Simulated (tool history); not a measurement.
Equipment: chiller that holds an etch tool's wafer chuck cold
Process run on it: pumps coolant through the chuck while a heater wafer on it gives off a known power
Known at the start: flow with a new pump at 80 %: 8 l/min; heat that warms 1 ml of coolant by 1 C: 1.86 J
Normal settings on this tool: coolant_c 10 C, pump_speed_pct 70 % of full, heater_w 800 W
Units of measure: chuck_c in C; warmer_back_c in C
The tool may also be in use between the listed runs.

run    hour  coolant_c  pump_speed_pct  heater_w  chuck_c  warmer_back_c
  1     0.0         10              70       800     22.4           4.83
  2    92.5         10              70       800     22.6           4.81
  3   245.0         10              70       800     22.7           4.82
  4   322.9          7              70       800     19.6           4.86
  5   414.4          7              70       800     19.8           4.95
  6   513.0          7              70       800     19.9           5.00
      523.9  -- chiller's thermometer calibrated
  7   670.8          7              70       800     20.0           4.93
  8   750.6          7              70       800     20.1           4.99
  9   872.7         10              70       993     26.6           6.18
      990.9  -- chiller's thermometer calibrated, once more
 10  1032.6          6              90       489     12.6           2.42
 11  1183.5          6              96       552     13.3           2.52
 12  1305.7          6              96       552     13.3           2.61
 13  1456.1          6              96       552     13.4           2.58
     1484.7  -- coolant pump overhauled
 14  1624.4          6              84       800     14.9           3.08
 15  1718.1         10              88       465     15.0           1.72
 16  1809.9          1              70       601      9.1           2.82

Forecast run 17:
 17  1962.3         16              66      1013        ?              ?

Run 17 came out at chuck_c 30.7 C, warmer_back_c 5.10 C.
Minus the tool's unlogged condition, the same run would have read chuck_c 29.1 C, warmer_back_c 4.99 C.
